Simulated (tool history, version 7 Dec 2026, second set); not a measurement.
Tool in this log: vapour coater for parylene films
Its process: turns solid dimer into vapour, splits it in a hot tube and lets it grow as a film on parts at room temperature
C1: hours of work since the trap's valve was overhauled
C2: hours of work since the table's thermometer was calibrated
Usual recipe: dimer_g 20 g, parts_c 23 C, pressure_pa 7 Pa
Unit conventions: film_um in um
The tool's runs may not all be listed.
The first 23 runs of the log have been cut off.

run 24 day=41.8 | dimer_g=12 parts_c=18 pressure_pa=2.36 | C1=281 C2=130 | film_um=2.64
run 25 day=43.333 | dimer_g=34 parts_c=20 pressure_pa=2.36 | C1=306 C2=155 | film_um=6.86
run 26 day=44.875 | dimer_g=10 parts_c=27 pressure_pa=2.36 | C1=330 C2=180 | film_um=1.47
run 27 day=45.992 | dimer_g=10 parts_c=27 pressure_pa=5.36 | C1=348 C2=198 | film_um=1.24
run 28 day=48.046 | dimer_g=28 parts_c=21 pressure_pa=6.82 | C1=381 C2=231 | film_um=4.27
-- day=48.508 trap's valve overhauled
run 29 day=50.108 | dimer_g=20 parts_c=31 pressure_pa=7 | C1=26 C2=261 | film_um=1.93
run 30 day=51.362 | dimer_g=20 parts_c=31 pressure_pa=7 | C1=46 C2=282 | film_um=1.94
run 31 day=53.671 | dimer_g=12 parts_c=23 pressure_pa=2.26 | C1=83 C2=319 | film_um=2.07
run 32 day=54.992 | dimer_g=20 parts_c=17 pressure_pa=11.74 | C1=104 C2=340 | film_um=3.3
run 33 day=56.304 | dimer_g=14 parts_c=22 pressure_pa=3.28 | C1=125 C2=361 | film_um=2.43
run 34 day=58.054 | dimer_g=9 parts_c=27 pressure_pa=7.78 | C1=154 C2=389 | film_um=1.02
run 35 day=59.429 | dimer_g=9 parts_c=28 pressure_pa=9.89 | C1=176 C2=411 | film_um=0.9
run 36 day=61.767 | dimer_g=9 parts_c=21 pressure_pa=9.89 | C1=213 C2=449 | film_um=1.3

Estimate the outcome of run 37 from the log above:
run 37 day=63.504 | dimer_g=9 parts_c=21 pressure_pa=9.89 | C1=241 C2=477 | film_um=?

For run 37 the tool returned film_um 1.27 um.
Take away the tool's hidden state, keep the run-to-run variation as it was, and the same run would have given film_um 1.27 um.
